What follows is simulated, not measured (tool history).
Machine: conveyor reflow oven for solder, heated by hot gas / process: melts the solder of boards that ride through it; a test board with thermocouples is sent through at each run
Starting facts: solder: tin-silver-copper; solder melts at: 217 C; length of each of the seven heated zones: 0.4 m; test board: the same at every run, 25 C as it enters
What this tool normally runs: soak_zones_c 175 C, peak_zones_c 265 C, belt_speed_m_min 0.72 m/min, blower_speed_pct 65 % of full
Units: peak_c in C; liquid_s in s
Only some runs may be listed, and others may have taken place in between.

run   hour  soak_zones_c  peak_zones_c  belt_speed_m_min  blower_speed_pct  peak_c  liquid_s
  1      0           175           265              0.72                65   239.1      37.6
  2   37.6           175           265              0.72                65   239.4      37.2
  3   59.2           175           265              0.72                55   234.2      29.4
  4   82.1           175           265              0.72                55   233.3      29.8
  5  110.8           175           265              0.72                55   232.7      28.7
  6  146.5           175           265              0.72                65   237.7      36.6
     173.8  -- flux residue cleaned out of gas plates and filters
  7  181.5           175           265              0.72                65   236.8      34.3
  8  211.9           175           264              0.72                65   235.5      33.2
  9  239.8           175           264              0.72                65   235.3      32.3
 10  261.5           163           265              0.72                65   232.3      26.5

Predict the results of run 11:
 11  284.3           162           265              0.72                71       ?         ?

Run 11 gave peak_c 235.1 C, liquid_s 29.5 s.
Minus the tool's unlogged condition, the same run would have read peak_c 240.6 C, liquid_s 35.8 s.
